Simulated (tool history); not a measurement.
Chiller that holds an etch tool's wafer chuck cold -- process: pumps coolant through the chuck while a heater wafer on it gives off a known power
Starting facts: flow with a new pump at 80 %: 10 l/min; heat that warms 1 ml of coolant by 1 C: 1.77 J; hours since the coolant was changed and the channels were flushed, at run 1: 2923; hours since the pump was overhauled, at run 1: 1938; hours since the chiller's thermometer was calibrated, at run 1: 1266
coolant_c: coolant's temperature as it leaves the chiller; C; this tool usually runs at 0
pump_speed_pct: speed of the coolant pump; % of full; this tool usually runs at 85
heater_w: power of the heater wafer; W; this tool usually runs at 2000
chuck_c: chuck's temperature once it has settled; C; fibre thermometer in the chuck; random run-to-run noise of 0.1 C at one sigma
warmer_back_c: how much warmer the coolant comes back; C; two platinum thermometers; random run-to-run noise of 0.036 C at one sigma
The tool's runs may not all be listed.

run	day	coolant_c	pump_speed_pct	heater_w	hours since the coolant was changed and the channels were flushed	hours since the pump was overhauled	hours since the chiller's thermometer was calibrated	chuck_c	warmer_back_c
1	0.000	0	85	2000	2923	1938	1266	20.8	6.57
2	5.604	0	85	2820	3057	2072	1400	29.4	9.29
3	12.350	0	85	2820	3219	2234	1562	29.7	9.36
4	18.188	0	91	2000	3359	2374	1702	20.1	6.13
5	23.317	0	91	2000	3482	2497	1825	20.2	6.18
6	30.183	0	91	2000	3647	2662	1990	20.2	6.18
7	36.012	0	91	2000	3787	2802	2130	20.3	6.17
8	40.025	0	93	2000	3883	2898	2227	20.0	6.11
9	47.721	0	93	2000	4068	3083	2411	20.2	6.09
10	53.208	0	93	2000	4200	3215	2543	20.3	6.13
11	59.867	0	93	2000	4360	3375	2703	20.3	6.06
12	64.112	0	92	2000	4462	3476	2805	20.5	6.21
13	72.042	0	64	2000	4652	3667	2995	25.9	9.20
14	77.975	0	64	2000	4794	3809	3137	25.9	9.23
15	83.496	0	64	2000	4927	3942	3270	26.1	9.16
16	89.700	0	85	2174	5076	4090	3419	24.0	7.36
17	94.575	0	85	1127	5193	4207	3536	12.1	3.88
# day 95.475: coolant pump overhauled
18	101.279	0	85	1127	5349	139	3692	12.6	3.94
# day 102.900: chiller's thermometer calibrated
19	104.554	5	85	2000	5426	217	40	27.8	7.02
20	110.004	-8	73	2000	5557	348	171	17.2	8.35
21	117.954	8	70	2000	5748	539	361	34.0	8.68
22	121.196	-9	85	2364	5826	616	439	18.2	8.33
23	124.600	8	77	2000	5907	698	521	32.6	7.82
24	132.233	-5	86	2000	6090	881	704	18.3	7.04
25	137.333	0	85	1349	6213	1004	826	15.6	4.81
# day 142.204: coolant pump overhauled, once more
26	144.671	0	85	1349	6384	59	998	14.8	4.33
27	149.404	-7	72	2000	6498	173	1111	17.5	7.70
28	157.317	0	62	1164	6687	363	1301	15.6	5.33
29	164.100	-2	74	1164	6850	525	1464	12.2	4.40
30	169.238	-6	85	2456	6974	649	1587	21.6	7.93

Selected run-to-run steps in chuck_c, each split into two signed amounts: the part the tool would show with no hidden state at all (from settings, incoming material and random variation), and the remainder, which goes to the hidden state together with any gauge scatter not common to the measured and the hidden-state-free results:
Hidden conditions of the tool in this case: heat passed by the chuck's channels, % of clean ones'; flow at a given pump speed, % of a new pump's; coolant's true temperature over the reading, C; drift of the gauge itself on chuck_c, C; drift of the gauge itself on warmer_back_c, C.
Run 16 -> 17: heater_w 2174 -> 1127. chuck_c -11.9 C: hidden state -1.5, all else -10.4.
Run 18 -> 19: coolant_c 0 -> 5, heater_w 1127 -> 2000, chiller's thermometer calibrated. chuck_c +15.2 C: hidden state +2.0, all else +13.2.
Run 20 -> 21: coolant_c -8 -> 8, pump_speed_pct 73 -> 70. chuck_c +16.8 C: hidden state +0.2, all else +16.6.
Run 21 -> 22: coolant_c 8 -> -9, pump_speed_pct 70 -> 85, heater_w 2000 -> 2364. chuck_c -15.8 C: hidden state +0.3, all else -16.1.
Run 29 -> 30: coolant_c -2 -> -6, pump_speed_pct 74 -> 85, heater_w 1164 -> 2456. chuck_c +9.4 C: hidden state +1.9, all else +7.5.
